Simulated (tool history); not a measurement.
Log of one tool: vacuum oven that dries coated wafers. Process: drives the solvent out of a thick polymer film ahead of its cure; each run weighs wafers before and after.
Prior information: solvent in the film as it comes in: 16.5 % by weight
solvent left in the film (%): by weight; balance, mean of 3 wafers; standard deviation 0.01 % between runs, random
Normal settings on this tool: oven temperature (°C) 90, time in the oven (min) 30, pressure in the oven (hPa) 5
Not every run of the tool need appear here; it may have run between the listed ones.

run   hour  oven temperature (°C)  time in the oven (min)  pressure in the oven (hPa)  solvent left in the film (%)
  1      0                     90                      30                           5                          0.76
  2   18.5                     90                      16                           5                           2.7
  3   37.4                     90                      16                           5                          2.73
  4   59.4                     98                      30                           5                          0.21
  5   78.6                     90                      30                        3.13                           0.7
  6  102.1                     90                      30                           5                          0.78
  7  119.5                     90                      30                       12.95                             1
  8  139.4                     90                      30                       12.95                          0.99
  9  152.4                     90                      30                       12.95                             1
 10  162.8                     90                      53                           5                           0.2
 11  179.4                     90                      53                           5                          0.22
 12  190.7                     90                      30                           5                          0.78
 13  210.4                     90                      30                           5                          0.75
 14  224.8                     97                      30                        9.23                          0.33
 15  244.8                     88                      38                       18.26                          1.01
 16  255.2                     78                      38                           5                          2.53
 17  273.9                    102                      25                       16.41                          0.39
 18    294                    102                      25                       16.41                          0.39
 19  306.4                     76                      30                           5                          4.21
 20  326.6                    105                      30                        6.86                          0.11
 21    340                     97                      52                         4.7                          0.11
 22  359.3                    100                      26                           5                          0.21
 23  383.1                     81                      44                       13.49                          1.66

Forecast each of these 5 alternatives for the next run:
  A   400                    103                      48                        3.23                             ?
  B   400                     86                      44                        5.41                             ?
  C   400                     96                      30                           5                             ?
  D   400                     80                      25                        5.51                             ?
  E   400                     79                      27                       13.49                             ?

run  solvent left in the film (%)
  A                          0.06
  B                           0.6
  C                          0.27
  D                          3.76
  E                          4.02
With the hidden condition removed and each run's random variation left untouched, the same runs would have given:
run  solvent left in the film (%)
  A                          0.05
  B                           0.6
  C                          0.27
  D                          3.76
  E                          4.02
